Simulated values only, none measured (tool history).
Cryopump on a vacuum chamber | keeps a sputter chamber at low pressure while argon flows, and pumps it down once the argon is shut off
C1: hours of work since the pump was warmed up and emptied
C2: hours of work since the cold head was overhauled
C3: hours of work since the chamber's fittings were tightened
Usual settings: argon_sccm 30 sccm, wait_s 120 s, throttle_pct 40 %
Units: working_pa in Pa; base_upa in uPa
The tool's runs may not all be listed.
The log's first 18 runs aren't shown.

Run 19, hour 350.5: usual settings but throttle_pct 53 %; C1 392; C2 392; C3 681. Result: working_pa 0.0802 Pa, base_upa 1.06 uPa.
Run 20, hour 367.3: usual settings but throttle_pct 53 %; C1 402; C2 402; C3 692. Result: working_pa 0.0785 Pa, base_upa 1.06 uPa.
Run 21, hour 386.9: usual settings but argon_sccm 17 sccm, wait_s 54 s, throttle_pct 53 %; C1 415; C2 415; C3 704. Result: working_pa 0.0446 Pa, base_upa 1.75 uPa.
Run 22, hour 401.9: usual settings but argon_sccm 20 sccm, wait_s 30 s, throttle_pct 17 %; C1 425; C2 425; C3 714. Result: working_pa 0.1564 Pa, base_upa 2.71 uPa.
Run 23, hour 419.9: usual settings but argon_sccm 20 sccm, wait_s 45 s, throttle_pct 52 %; C1 436; C2 436; C3 726. Result: working_pa 0.0539 Pa, base_upa 2.08 uPa.
Run 24, hour 433.6: usual settings but argon_sccm 50 sccm, throttle_pct 19 %; C1 445; C2 445; C3 735. Result: working_pa 0.3513 Pa, base_upa 1.06 uPa.
Run 25, hour 451.5: usual settings but argon_sccm 13 sccm, wait_s 28 s, throttle_pct 19 %; C1 457; C2 457; C3 746. Result: working_pa 0.0918 Pa, base_upa 3.04 uPa.
Run 26, hour 473.1: usual settings but argon_sccm 15 sccm, wait_s 36 s, throttle_pct 52 %; C1 471; C2 471; C3 760. Result: working_pa 0.0409 Pa, base_upa 2.50 uPa.
Run 27, hour 487.2: usual settings but argon_sccm 13 sccm, wait_s 98 s, throttle_pct 25 %; C1 480; C2 480; C3 769. Result: working_pa 0.0700 Pa, base_upa 1.19 uPa.
Run 28, hour 504.9: usual settings but argon_sccm 54 sccm, wait_s 98 s, throttle_pct 25 %; C1 491; C2 491; C3 781. Result: working_pa 0.2913 Pa, base_upa 1.25 uPa.
Run 29, hour 527.0: usual settings but argon_sccm 56 sccm, wait_s 72 s; C1 506; C2 506; C3 795. Result: working_pa 0.1959 Pa, base_upa 1.52 uPa.
Run 30, hour 544.0: usual settings but argon_sccm 23 sccm, wait_s 45 s; C1 517; C2 517; C3 806. Result: working_pa 0.0810 Pa, base_upa 2.08 uPa.
Run 31, hour 557.9: usual settings; C1 525; C2 525; C3 815. Result: working_pa 0.1049 Pa, base_upa 1.14 uPa.
Run 32, hour 574.2: usual settings but argon_sccm 34 sccm, wait_s 34 s; C1 536; C2 536; C3 825. Result: working_pa 0.1189 Pa, base_upa 2.65 uPa.
Run 33, hour 589.9: usual settings but argon_sccm 52 sccm, wait_s 113 s, throttle_pct 54 %; C1 546; C2 546; C3 835. Result: working_pa 0.1390 Pa, base_upa 1.15 uPa.
Run 34, hour 609.9: usual settings but argon_sccm 20 sccm, wait_s 109 s, throttle_pct 54 %; C1 559; C2 559; C3 848. Result: working_pa 0.0530 Pa, base_upa 1.22 uPa.

4 ways to go on from here, each from the tool as it stands after run 34. What would each give?
Run A, hour 634.2: usual settings but argon_sccm 20 sccm, wait_s 109 s, throttle_pct 36 %; C1 575; C2 575; C3 864. Result: working_pa ?, base_upa ?.
Run B, hour 634.2: usual settings but wait_s 67 s; C1 575; C2 575; C3 864. Result: working_pa ?, base_upa ?.
Run C, hour 634.2: usual settings but argon_sccm 20 sccm, wait_s 48 s, throttle_pct 54 %; C1 575; C2 575; C3 864. Result: working_pa ?, base_upa ?.
Run D, hour 634.2: usual settings but argon_sccm 20 sccm, wait_s 65 s, throttle_pct 54 %; C1 575; C2 575; C3 864. Result: working_pa ?, base_upa ?.

run  working_pa  base_upa
  A      0.0778      1.19
  B      0.1064      1.62
  C      0.0545      1.92
  D      0.0546      1.59
Without the tool's hidden state the same runs would have given:
run  working_pa  base_upa
  A      0.0717      0.87
  B      0.0973      1.29
  C      0.0484      1.61
  D      0.0485      1.27

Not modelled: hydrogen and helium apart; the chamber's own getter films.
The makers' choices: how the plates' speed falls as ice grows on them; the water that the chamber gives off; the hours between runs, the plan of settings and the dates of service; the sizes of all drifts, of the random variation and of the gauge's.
